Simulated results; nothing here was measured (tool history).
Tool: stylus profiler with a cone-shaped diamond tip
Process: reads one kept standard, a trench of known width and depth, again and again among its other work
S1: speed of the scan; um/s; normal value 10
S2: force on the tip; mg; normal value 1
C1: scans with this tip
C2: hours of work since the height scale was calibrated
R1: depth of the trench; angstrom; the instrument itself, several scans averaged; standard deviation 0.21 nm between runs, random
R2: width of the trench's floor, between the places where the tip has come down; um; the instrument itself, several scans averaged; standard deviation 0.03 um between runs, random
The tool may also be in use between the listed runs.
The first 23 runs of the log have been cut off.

run,hour,S1,S2,C1,C2,R1,R2
24,1399.5,10,0.94,11297,917,10032.9,24.32
25,1457,18,1,11745,953,10032.5,24.09
26,1510.6,18,1,12163,987,10031.3,24.09
27,1577.4,28,2.79,12683,1029,10093.4,24.02
28,1626.4,28,2.79,13066,1060,10096.9,23.95
# hour 1669.6: height scale calibrated on a step standard
29,1670.8,4,0.82,13408,1,10057.8,24.01
30,1725,16,1.05,13831,35,10068.9,23.86
31,1798.3,4,0.74,14403,81,10048.5,23.84
32,1861.2,4,0.74,14892,121,10052.6,23.79
33,1921.6,11,0.4,15364,159,10031.4,23.64
34,1999,5,0.68,15967,208,10045.1,23.61
35,2079.4,5,0.68,16594,259,10041.3,23.45
36,2159.3,5,0.68,17217,310,10043.2,23.38
37,2234.8,13,2.21,17806,358,10098.8,23.35
# hour 2268.1: new tip fitted, height scale calibrated
38,2288.4,5,2.03,158,13,10103,26.5
39,2353.8,8,1.25,668,54,10078.4,26.29
40,2407,7,0.5,1083,88,10044.1,26.19
41,2451.9,33,2.52,1433,116,10119.6,26.08
42,2525.8,33,2.52,2009,163,10119,25.9
43,2606.1,13,2,2636,214,10098,25.84
44,2644.7,9,1.53,2936,238,10081.7,25.81
45,2694,10,0.38,3321,269,10033.8,25.72
46,2729,27,1.26,3594,292,10067.8,25.53

Branching from run 46: 3 alternative next runs. What would each branch give?
A,2815.4,10,1.66,4267,346,?,?
B,2815.4,36,0.42,4267,346,?,?
C,2815.4,3,0.73,4267,346,?,?

run,R1,R2
A,10084.3,25.5
B,10029.3,25.21
C,10041.9,25.53
With no hidden state in the tool, these same runs would have given:
run,R1,R2
A,10094.1,26.49
B,10039.1,26.2
C,10051.7,26.51

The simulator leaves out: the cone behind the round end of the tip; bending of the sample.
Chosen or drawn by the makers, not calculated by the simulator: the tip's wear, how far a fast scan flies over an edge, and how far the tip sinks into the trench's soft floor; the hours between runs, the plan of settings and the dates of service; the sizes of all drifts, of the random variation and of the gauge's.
